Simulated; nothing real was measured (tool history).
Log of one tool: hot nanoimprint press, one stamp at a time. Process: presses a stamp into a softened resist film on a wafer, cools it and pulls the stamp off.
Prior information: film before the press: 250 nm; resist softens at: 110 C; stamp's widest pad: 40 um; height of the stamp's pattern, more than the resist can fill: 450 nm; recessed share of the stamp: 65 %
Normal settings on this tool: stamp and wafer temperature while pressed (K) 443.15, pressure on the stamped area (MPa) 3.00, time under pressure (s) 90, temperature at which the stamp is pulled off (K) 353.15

run	hour	stamp and wafer temperature while pressed (K)	pressure on the stamped area (MPa)	time under pressure (s)	temperature at which the stamp is pulled off (K)	resist left under the stamp's widest pad (angstrom)	greatest force while the stamp is pulled off (N)
1	0.0	443.15	3.00	90	353.15	929	198
2	25.0	443.15	3.00	90	353.15	919	185
# hour 44.9: stamp cleaned and given a new release coat
3	59.0	443.15	3.00	90	353.15	928	185
4	105.2	451.15	3.00	90	353.15	609	184
5	134.2	451.15	3.00	90	353.15	603	183
6	175.1	436.15	3.00	90	353.15	1379	192
7	215.5	436.15	3.00	90	353.15	1393	189
8	261.1	436.15	3.00	90	353.15	1393	183
9	301.1	443.15	3.00	90	353.15	931	193
10	346.8	443.15	3.00	90	353.15	939	190
11	392.3	443.15	3.00	90	353.15	941	189
12	432.3	443.15	3.00	90	353.15	936	191
13	480.2	443.15	3.00	52	357.15	1111	179
14	514.9	451.15	2.44	69	358.15	764	174
15	555.6	451.15	2.44	69	358.15	741	173
16	583.8	451.15	2.44	69	358.15	747	177
17	634.0	451.15	2.44	69	358.15	743	173
18	659.6	451.15	2.44	69	358.15	755	174
19	692.3	451.15	2.44	48	358.15	847	173
20	717.4	451.15	2.44	48	358.15	850	171
21	751.7	451.15	2.44	48	358.15	855	181
# hour 782.7: press's hydraulic seals changed and the load cell set to zero
22	806.1	440.15	2.61	51	357.15	1411	176

Consider 3 possible next runs. They are alternatives, not a sequence: every one starts from the tool as it was left by run 22. What does each give?
# hour 817.5: plate thermocouple calibrated
A	858.6	432.15	3.70	50	353.15	?	?
# hour 817.5: plate thermocouple calibrated
B	858.6	445.15	3.00	90	341.15	?	?
# hour 817.5: plate thermocouple calibrated
C	858.6	443.15	3.77	45	344.15	?	?

run	resist left under the stamp's widest pad (angstrom)	greatest force while the stamp is pulled off (N)
A	1807	189
B	826	220
C	1021	208
The same runs, with their run-to-run variation unchanged, on a tool lacking any hidden condition would have given:
run	resist left under the stamp's widest pad (angstrom)	greatest force while the stamp is pulled off (N)
A	1808	187
B	826	217
C	1021	205
